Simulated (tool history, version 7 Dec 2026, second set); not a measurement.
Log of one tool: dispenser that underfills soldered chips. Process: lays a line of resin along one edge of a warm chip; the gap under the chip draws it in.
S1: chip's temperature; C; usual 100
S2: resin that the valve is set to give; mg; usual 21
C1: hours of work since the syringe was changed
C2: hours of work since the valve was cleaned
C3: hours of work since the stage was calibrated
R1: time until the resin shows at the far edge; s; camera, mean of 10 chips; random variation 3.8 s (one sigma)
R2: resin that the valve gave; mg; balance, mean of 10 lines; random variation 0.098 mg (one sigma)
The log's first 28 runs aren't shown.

run,day,S1,S2,C1,C2,C3,R1,R2
29,4.475,96,23,1,47,151,502.1,22.24
30,4.608,108,21,3,49,153,356.8,20.32
31,4.75,96,20.9,5,51,155,658.8,20.11
# day 4.9: new syringe of resin
32,4.979,99,20.9,1,55,158,438.7,20
33,5.167,87,21.2,4,57,161,860.8,20.36
34,5.262,105,25.7,5,59,162,444,24.89
# day 5.421: new syringe of resin
35,5.438,105,25.7,0,61,165,334.9,24.66
36,5.621,95,18.4,3,64,167,612.6,17.59

Forecast each of these 3 alternatives for the next run:
A,5.825,114,21,6,67,170,?,?
B,5.825,107,23.7,6,67,170,?,?
C,5.825,105,19.2,6,67,170,?,?

run,R1,R2
A,344.1,19.94
B,444.5,22.5
C,503.1,18.37
Without the tool's hidden state the same runs would have given:
run,R1,R2
A,223.1,20.89
B,288.8,23.57
C,324.8,19.24
